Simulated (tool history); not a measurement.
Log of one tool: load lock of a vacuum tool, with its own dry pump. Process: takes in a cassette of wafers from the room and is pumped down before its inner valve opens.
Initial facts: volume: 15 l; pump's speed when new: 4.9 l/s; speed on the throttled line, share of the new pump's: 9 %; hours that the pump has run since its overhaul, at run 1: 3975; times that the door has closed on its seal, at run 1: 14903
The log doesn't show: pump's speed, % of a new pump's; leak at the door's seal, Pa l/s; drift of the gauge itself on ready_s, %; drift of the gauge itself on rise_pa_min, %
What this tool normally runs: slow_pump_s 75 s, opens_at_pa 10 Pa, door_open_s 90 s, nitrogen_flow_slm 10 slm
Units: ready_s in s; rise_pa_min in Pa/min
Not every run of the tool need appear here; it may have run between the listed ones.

run,day,slow_pump_s,opens_at_pa,door_open_s,nitrogen_flow_slm,hours that the pump has run since its overhaul,times that the door has closed on its seal,"incoming humidity of the room's air, %",ready_s,rise_pa_min
1,0,75,10,90,10,3975,14903,46.6,97.8,0.132
2,14.429,75,10,90,10,4321,15984,45.1,98,0.122
3,38.283,62,10,90,10,4894,17771,49.4,86.4,0.137
4,56.554,75,15,90,10,5332,19140,44,96.7,0.142
5,79.433,75,15,90,10,5881,20854,45.6,96.8,0.147
6,90.917,75,15,90,10,6157,21714,45.2,96.9,0.147
7,102.379,75,10,77,10,6432,22573,46.7,98.4,0.148
8,117.829,139,10,90,10,6803,23731,44.9,156.1,0.155
9,128.579,139,10,90,10,7061,24536,44.5,155.9,0.161
10,151.371,75,10,90,6,7608,26244,45.8,98.6,0.187
11,166.704,75,10,90,6,7976,27393,48.3,99,0.192
12,182.567,75,15,90,6,8356,28581,45,97.4,0.192
13,195.621,75,10,90,7,8670,29559,47.4,98.8,0.2
14,217.308,75,11,90,7,9190,31184,45.2,98.7,0.203
15,233.204,75,10,90,10,9572,32375,44.5,99.2,0.201
16,253.858,75,10,90,10,10067,33923,45.9,99.5,0.203
17,266.888,75,8,80,10,10380,34899,47,100.4,0.212
18,283.858,75,8,53,18,10787,36170,44.9,100.2,0.179
# day 287.7: dry pump taken out, an overhauled one fitted
19,305.904,75,16,53,18,437,37803,43.9,95.2,0.191
20,317.588,75,16,53,18,717,38679,42.6,95.1,0.195
21,331.004,75,16,53,32,1039,39684,44.4,95.2,0.185
22,351.771,75,10,197,10,1538,41240,44.8,96.9,0.28
23,375.888,75,10,197,10,2117,43047,48.4,97,0.296
24,390.85,75,15,197,22,2476,44168,47.3,95.6,0.257
25,404.867,75,15,197,22,2812,45218,43.2,95.9,0.257
26,422.929,75,12,90,10,3246,46571,43.5,96.5,0.266
27,443.875,75,12,90,10,3748,48141,43.6,96.6,0.273
28,464.079,125,17,156,26,4233,49654,43.8,141,0.271
29,483.362,75,10,150,31,4696,51099,48.3,97.5,0.279
30,501.829,83,10,150,31,5139,52483,43.5,104.8,0.288
31,514.804,83,10,150,31,5451,53455,46,105.2,0.295
32,534.546,75,16,60,10,5924,54934,46.9,96.1,0.323

Below are 3 alternative next runs, each starting from the tool's condition after run 32. Predict each:
A,556.838,87,16,60,10,6459,56604,46.1,?,?
B,556.838,61,16,187,37,6459,56604,42.9,?,?
C,556.838,133,16,33,32,6459,56604,47.7,?,?

run,ready_s,rise_pa_min
A,107,0.34
B,83.7,0.316
C,148.9,0.303
With the hidden condition removed and each run's random variation left untouched, the same runs would have given:
run,ready_s,rise_pa_min
A,106,0.077
B,82.4,0.057
C,148,0.041
